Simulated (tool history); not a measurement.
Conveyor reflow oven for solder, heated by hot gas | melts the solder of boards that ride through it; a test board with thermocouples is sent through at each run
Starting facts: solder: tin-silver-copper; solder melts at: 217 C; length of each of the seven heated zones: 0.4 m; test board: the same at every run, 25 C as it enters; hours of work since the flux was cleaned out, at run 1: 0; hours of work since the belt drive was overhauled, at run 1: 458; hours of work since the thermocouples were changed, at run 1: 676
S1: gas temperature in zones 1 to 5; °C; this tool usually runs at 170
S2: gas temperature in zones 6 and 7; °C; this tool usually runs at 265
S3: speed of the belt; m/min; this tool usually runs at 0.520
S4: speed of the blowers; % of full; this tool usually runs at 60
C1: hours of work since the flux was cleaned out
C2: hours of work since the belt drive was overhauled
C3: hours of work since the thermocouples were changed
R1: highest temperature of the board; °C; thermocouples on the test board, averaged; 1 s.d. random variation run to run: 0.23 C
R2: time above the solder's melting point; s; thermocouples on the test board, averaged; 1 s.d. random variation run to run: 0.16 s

run,hour,S1,S2,S3,S4,C1,C2,C3,R1,R2
1,0.0,170,265,0.520,60,0,458,676,246.9,62.4
2,20.1,170,265,0.520,60,10,468,686,247.0,62.4
3,59.1,170,265,0.544,60,29,487,705,245.2,57.2
4,99.7,170,265,0.520,60,49,507,725,246.6,62.1
5,143.9,170,265,0.520,60,70,529,746,246.1,61.9
6,167.6,170,265,0.520,83,82,540,758,251.1,69.4
7,195.4,170,265,0.520,83,95,554,772,251.4,69.2
8,234.4,170,265,0.520,83,115,573,791,251.3,69.1
9,270.6,170,265,0.520,83,132,591,808,251.1,69.2
# hour 278.6: flux residue cleaned out of gas plates and filters
10,298.9,170,265,0.520,58,10,602,820,244.9,60.5
11,336.6,170,265,0.520,58,28,620,838,244.9,60.4
# hour 352.8: thermocouples of zones 6 and 7 changed
# hour 366.5: flux residue cleaned out of gas plates and filters, once more
12,382.8,170,265,0.520,60,8,640,12,248.5,64.4
13,420.2,170,265,0.520,60,26,658,30,248.6,64.4
14,443.8,170,265,0.520,60,38,669,42,248.5,64.3
15,490.3,170,276,0.520,88,60,692,65,264.3,79.1
16,533.8,170,267,0.520,88,82,713,86,256.1,73.7
17,577.1,185,258,0.520,88,103,735,107,249.4,75.5
18,621.2,184,258,0.520,88,124,756,129,249.3,74.8
19,670.0,170,276,0.454,58,148,780,153,261.0,88.0
20,692.1,170,276,0.454,58,159,791,163,260.6,88.0
21,715.8,179,265,0.520,65,171,802,175,249.9,71.2
22,763.1,182,279,0.520,58,194,825,198,261.3,80.5
# hour 788.1: flux residue cleaned out of gas plates and filters
23,792.1,182,266,0.520,58,2,837,210,250.4,72.7
24,819.9,166,254,0.520,58,16,851,223,236.7,49.8

Below are 4 alternative next runs, each starting from the tool's condition after run 24. Predict each:
A,869.1,173,270,0.520,58,40,875,247,?,?
B,869.1,170,258,0.552,60,40,875,247,?,?
C,869.1,175,275,0.520,59,40,875,247,?,?
D,869.1,166,262,0.520,79,40,875,247,?,?

run,R1,R2
A,252.5,70.1
B,239.8,51.1
C,257.4,75.0
D,249.4,66.4
With no hidden state in the tool, these same runs would have given:
run,R1,R2
A,252.4,68.0
B,239.6,49.4
C,257.3,72.9
D,249.4,64.6

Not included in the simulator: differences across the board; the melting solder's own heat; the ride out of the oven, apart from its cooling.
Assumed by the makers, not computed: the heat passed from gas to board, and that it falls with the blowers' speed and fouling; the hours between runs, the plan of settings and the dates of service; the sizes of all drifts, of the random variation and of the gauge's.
